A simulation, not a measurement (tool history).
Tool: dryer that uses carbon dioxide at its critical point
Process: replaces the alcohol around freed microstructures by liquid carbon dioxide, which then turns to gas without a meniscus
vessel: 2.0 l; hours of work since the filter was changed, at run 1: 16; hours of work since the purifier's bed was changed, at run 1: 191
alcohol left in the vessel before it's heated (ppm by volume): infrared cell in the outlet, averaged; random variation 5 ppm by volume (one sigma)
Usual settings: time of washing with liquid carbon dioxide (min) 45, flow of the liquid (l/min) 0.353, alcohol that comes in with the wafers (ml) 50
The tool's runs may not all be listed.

run	hour	time of washing with liquid carbon dioxide (min)	flow of the liquid (l/min)	alcohol that comes in with the wafers (ml)	hours of work since the filter was changed	hours of work since the purifier's bed was changed	alcohol left in the vessel before it's heated (ppm by volume)
1	0.0	45	0.353	50	16	191	51
2	11.8	45	0.353	50	22	197	49
3	32.7	45	0.353	50	33	208	60
4	52.5	45	0.353	50	42	217	56
5	69.6	45	0.353	50	51	226	56
6	83.2	45	0.353	50	58	233	68
7	103.0	45	0.296	50	68	243	152
8	121.7	45	0.296	50	77	252	162
9	145.3	45	0.353	50	89	264	66
10	164.0	45	0.353	50	98	273	68
11	177.6	45	0.353	50	105	280	74
12	198.3	45	0.353	50	115	290	76
13	213.6	45	0.353	50	122	298	84
14	235.2	37	0.353	50	133	308	212
15	252.0	37	0.353	50	142	317	220
16	266.2	54	0.238	48	149	324	246
17	281.2	54	0.238	48	156	331	253
18	291.4	54	0.238	48	161	336	266
19	309.2	41	0.567	24	170	345	14
20	322.5	54	0.334	92	177	352	85
21	333.4	45	0.216	79	182	357	1289
22	355.9	40	0.435	56	193	368	65
23	375.4	38	0.293	50	203	378	556
24	391.0	33	0.371	83	211	386	621
25	412.4	48	0.461	23	221	396	18
26	429.7	48	0.510	23	230	405	17

Forecast each of these 5 alternatives for the next run:
# hour 442.5: inlet filter changed
A	448.8	48	0.510	36	3	414	?
# hour 442.5: inlet filter changed
B	448.8	62	0.223	25	3	414	?
# hour 442.5: inlet filter changed
C	448.8	37	0.253	21	3	414	?
# hour 442.5: inlet filter changed
D	448.8	48	0.510	36	3	414	?
# hour 442.5: inlet filter changed
E	448.8	45	0.458	72	3	414	?

run	alcohol left in the vessel before it's heated (ppm by volume)
A	16
B	62
C	235
D	22
E	32
Without the tool's hidden state the same runs would have given:
run	alcohol left in the vessel before it's heated (ppm by volume)
A	1
B	46
C	217
D	7
E	17
